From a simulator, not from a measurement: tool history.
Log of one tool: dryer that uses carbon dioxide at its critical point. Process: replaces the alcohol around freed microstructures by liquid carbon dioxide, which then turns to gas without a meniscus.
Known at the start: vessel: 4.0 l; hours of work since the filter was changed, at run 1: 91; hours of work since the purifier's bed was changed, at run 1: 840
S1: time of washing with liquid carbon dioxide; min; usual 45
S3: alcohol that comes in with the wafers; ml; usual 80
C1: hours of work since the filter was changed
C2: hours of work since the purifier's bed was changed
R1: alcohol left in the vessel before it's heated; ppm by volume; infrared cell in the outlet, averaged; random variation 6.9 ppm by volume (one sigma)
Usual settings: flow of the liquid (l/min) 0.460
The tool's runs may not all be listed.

run 1 hour=0.0 | S1=45 flow_of_the_liquid_(l/min)=0.460 S3=80 | C1=91 C2=840 | R1=537
run 2 hour=14.5 | S1=45 flow_of_the_liquid_(l/min)=0.460 S3=61 | C1=101 C2=850 | R1=454
run 3 hour=41.0 | S1=45 flow_of_the_liquid_(l/min)=0.460 S3=61 | C1=120 C2=869 | R1=481
run 4 hour=70.5 | S1=45 flow_of_the_liquid_(l/min)=0.460 S3=61 | C1=141 C2=889 | R1=492
run 5 hour=86.6 | S1=45 flow_of_the_liquid_(l/min)=0.460 S3=61 | C1=152 C2=900 | R1=511
run 6 hour=101.6 | S1=45 flow_of_the_liquid_(l/min)=0.460 S3=61 | C1=162 C2=911 | R1=523
run 7 hour=119.2 | S1=45 flow_of_the_liquid_(l/min)=0.277 S3=80 | C1=175 C2=923 | R1=2354
run 8 hour=147.7 | S1=61 flow_of_the_liquid_(l/min)=0.455 S3=42 | C1=194 C2=943 | R1=259
-- hour=175.1 inlet filter changed
run 9 hour=178.0 | S1=45 flow_of_the_liquid_(l/min)=0.324 S3=29 | C1=2 C2=964 | R1=590
run 10 hour=194.3 | S1=45 flow_of_the_liquid_(l/min)=0.324 S3=29 | C1=13 C2=975 | R1=605
run 11 hour=221.9 | S1=45 flow_of_the_liquid_(l/min)=0.470 S3=42 | C1=33 C2=994 | R1=366

Hidden state at the last listed run before each entry between runs and at the first one after, where it differs:
Between runs 8 and 9: inlet filter changed (hour 175.1)
  flow that reaches the vessel past the clogged filter, %: 89.6 -> 99.4; alcohol in the recycled carbon dioxide, ppm: 180.4 -> 183.9
  measured less the result without the state, R1: +210 -> +187 ppm by volume
